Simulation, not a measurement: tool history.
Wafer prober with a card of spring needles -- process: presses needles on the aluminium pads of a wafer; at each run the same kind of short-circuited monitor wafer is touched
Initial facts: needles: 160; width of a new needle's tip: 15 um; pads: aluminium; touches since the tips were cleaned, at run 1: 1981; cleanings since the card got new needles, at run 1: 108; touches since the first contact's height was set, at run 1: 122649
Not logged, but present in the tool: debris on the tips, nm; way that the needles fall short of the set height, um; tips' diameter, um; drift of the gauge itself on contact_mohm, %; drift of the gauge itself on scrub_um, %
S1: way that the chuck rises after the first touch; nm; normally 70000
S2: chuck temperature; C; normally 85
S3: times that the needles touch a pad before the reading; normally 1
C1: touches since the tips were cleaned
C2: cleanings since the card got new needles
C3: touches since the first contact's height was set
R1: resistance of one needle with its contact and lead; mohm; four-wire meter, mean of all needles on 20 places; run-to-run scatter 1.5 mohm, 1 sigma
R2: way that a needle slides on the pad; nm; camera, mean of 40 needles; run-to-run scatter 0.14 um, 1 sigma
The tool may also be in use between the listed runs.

run   hour     S1   S2  S3    C1   C2      C3   R1     R2
  1    0.0  70000   85   1  1981  108  122649  187  15330
       2.8  -- tips cleaned on abrasive film
       9.6  -- tips cleaned on abrasive film
      16.3  -- tips cleaned on abrasive film
      21.8  -- tips cleaned on abrasive film
  2   23.4  70000   85   1   814  112  134180  168  15280
      27.5  -- tips cleaned on abrasive film
      33.0  -- tips cleaned on abrasive film
      39.9  -- tips cleaned on abrasive film
      46.7  -- tips cleaned on abrasive film
  3   50.6  70000   32   1  1963  116  147600  190  15030
      53.4  -- tips cleaned on abrasive film
      60.2  -- tips cleaned on abrasive film
      67.1  -- tips cleaned on abrasive film
  4   69.8  70000   32   1  1353  119  157043  188  15300
      72.6  -- tips cleaned on abrasive film
      79.4  -- tips cleaned on abrasive film
      86.2  -- tips cleaned on abrasive film
  5   90.9  70000   32   1  2352  122  167468  209  15000
      92.3  -- tips cleaned on abrasive film
      99.1  -- tips cleaned on abrasive film
     105.9  -- tips cleaned on abrasive film
     111.4  -- tips cleaned on abrasive film
  6  114.2  70000   85   1  1433  126  178978  191  15000
     117.0  -- tips cleaned on abrasive film
     122.5  -- tips cleaned on abrasive film
     129.3  -- tips cleaned on abrasive film
     135.9  -- tips cleaned on abrasive film
  7  135.9  70000   85   1     0  130  189644  143  15020
     142.7  -- tips cleaned on abrasive film
     149.5  -- tips cleaned on abrasive film
     156.3  -- tips cleaned on abrasive film
     161.8  -- tips cleaned on abrasive film
  8  162.8  70000   85   1   489  134  202897  156  14940
     168.2  -- tips cleaned on abrasive film
     175.1  -- tips cleaned on abrasive film
     180.5  -- tips cleaned on abrasive film
     187.4  -- tips cleaned on abrasive film
  9  187.4  70000   85   1    18  138  215024  151  14510
     192.9  -- tips cleaned on abrasive film
     199.6  -- tips cleaned on abrasive film
 10  203.9  57000   85   1  2146  140  223175  257  11680
     205.3  -- tips cleaned on abrasive film
     208.3  -- height of the first contact set anew
     211.1  -- tips cleaned on abrasive film
     217.9  -- tips cleaned on abrasive film
 11  221.1  57000   85   1  1579  143    6298  219  13070
     223.9  -- tips cleaned on abrasive film
     230.7  -- tips cleaned on abrasive film
     237.5  -- tips cleaned on abrasive film
 12  238.6  57000   85   1   581  146   14944  172  13130
     244.1  -- tips cleaned on abrasive film
     249.6  -- tips cleaned on abrasive film
     256.4  -- tips cleaned on abrasive film
 13  258.9  57000   85   1  1232  149   24940  210  13100
     263.0  -- tips cleaned on abrasive film
     269.9  -- tips cleaned on abrasive film
     275.4  -- tips cleaned on abrasive film
 14  280.4  70000   32   1  2524  152   35554  212  16000
     281.8  -- tips cleaned on abrasive film
     287.3  -- tips cleaned on abrasive film
     294.1  -- tips cleaned on abrasive film
     301.0  -- tips cleaned on abrasive film
     307.8  -- tips cleaned on abrasive film
 15  310.8  79000   85   1  1492  157   50527  180  17950
     313.6  -- tips cleaned on abrasive film
     319.1  -- tips cleaned on abrasive film
     324.5  -- tips cleaned on abrasive film
     331.4  -- tips cleaned on abrasive film
     337.2  -- tips cleaned on abrasive film
 16  337.2  53000   42   1     0  162   63532  147  11900
     342.7  -- tips cleaned on abrasive film
     349.6  -- tips cleaned on abrasive film
     356.3  -- tips cleaned on abrasive film
 17  361.4  67000   85   2  2539  165   75471  187  14970
     362.8  -- tips cleaned on abrasive film
     369.6  -- tips cleaned on abrasive film
     375.1  -- tips cleaned on abrasive film
     381.9  -- tips cleaned on abrasive film
     388.0  -- tips cleaned on abrasive film
 18  388.0  90000   54   2     0  170   88553  135  20170
     394.8  -- tips cleaned on abrasive film
     401.6  -- tips cleaned on abrasive film
     408.4  -- tips cleaned on abrasive film
     413.9  -- tips cleaned on abrasive film
 19  417.8  70000  110   2  1947  174  103291  182  15400
     420.6  -- tips cleaned on abrasive film
     427.4  -- tips cleaned on abrasive film
     434.3  -- tips cleaned on abrasive film
     439.7  -- tips cleaned on abrasive film
 20  440.2  56000   51   2   212  178  114289  152  12170
     445.6  -- tips cleaned on abrasive film
     451.1  -- tips cleaned on abrasive film
     456.6  -- tips cleaned on abrasive film
     463.4  -- tips cleaned on abrasive film
 21  465.7  70000   85   1  1113  182  126863  192  15490
     469.8  -- tips cleaned on abrasive film
     475.3  -- tips cleaned on abrasive film
     482.1  -- tips cleaned on abrasive film
     488.9  -- tips cleaned on abrasive film
 22  489.2  70000   85   1   119  186  138442  147  15110
     494.7  -- tips cleaned on abrasive film
     500.2  -- tips cleaned on abrasive film
     507.0  -- tips cleaned on abrasive film
 23  511.7  72000   27   3  2353  189  149561  165  15910
     513.1  -- tips cleaned on abrasive film
     520.0  -- tips cleaned on abrasive film
     526.8  -- tips cleaned on abrasive film
     533.6  -- tips cleaned on abrasive film
 24  533.7  72000   27   3    44  193  160375  130  15540
     539.1  -- tips cleaned on abrasive film
     546.0  -- tips cleaned on abrasive film
     552.8  -- tips cleaned on abrasive film
     559.6  -- tips cleaned on abrasive film
 25  564.4  72000   27   3  2411  197  175581  164  15570
     565.9  -- tips cleaned on abrasive film
     572.7  -- tips cleaned on abrasive film
     578.2  -- tips cleaned on abrasive film
     585.0  -- tips cleaned on abrasive film
 26  586.7  72000   27   3   870  201  186557  143  15130
     590.8  -- tips cleaned on abrasive film
     596.3  -- tips cleaned on abrasive film
     603.1  -- tips cleaned on abrasive film
     608.6  -- tips cleaned on abrasive film
     615.3  -- tips cleaned on abrasive film
 27  615.8  68000   45   3   252  206  200868  144  14200

Consider 3 possible next runs. They are alternatives, not a sequence: every one starts from the tool as it was left by run 27. What does each give?
     621.3  -- tips cleaned on abrasive film
     628.1  -- tips cleaned on abrasive film
     634.9  -- tips cleaned on abrasive film
  A  637.9  68000  45   2  1504  209  211799   ?   ?
     621.3  -- tips cleaned on abrasive film
     628.1  -- tips cleaned on abrasive film
     634.9  -- tips cleaned on abrasive film
  B  637.9  68000  42   2  1504  209  211799   ?   ?
     621.3  -- tips cleaned on abrasive film
     628.1  -- tips cleaned on abrasive film
     634.9  -- tips cleaned on abrasive film
  C  637.9  73000  28   2  1504  209  211799   ?   ?

run   R1     R2
  A  184  14000
  B  180  14100
  C  174  15260
Had the tool no hidden state, the same runs would have come out as:
run   R1     R2
  A  129  15650
  B  125  15770
  C  125  16920
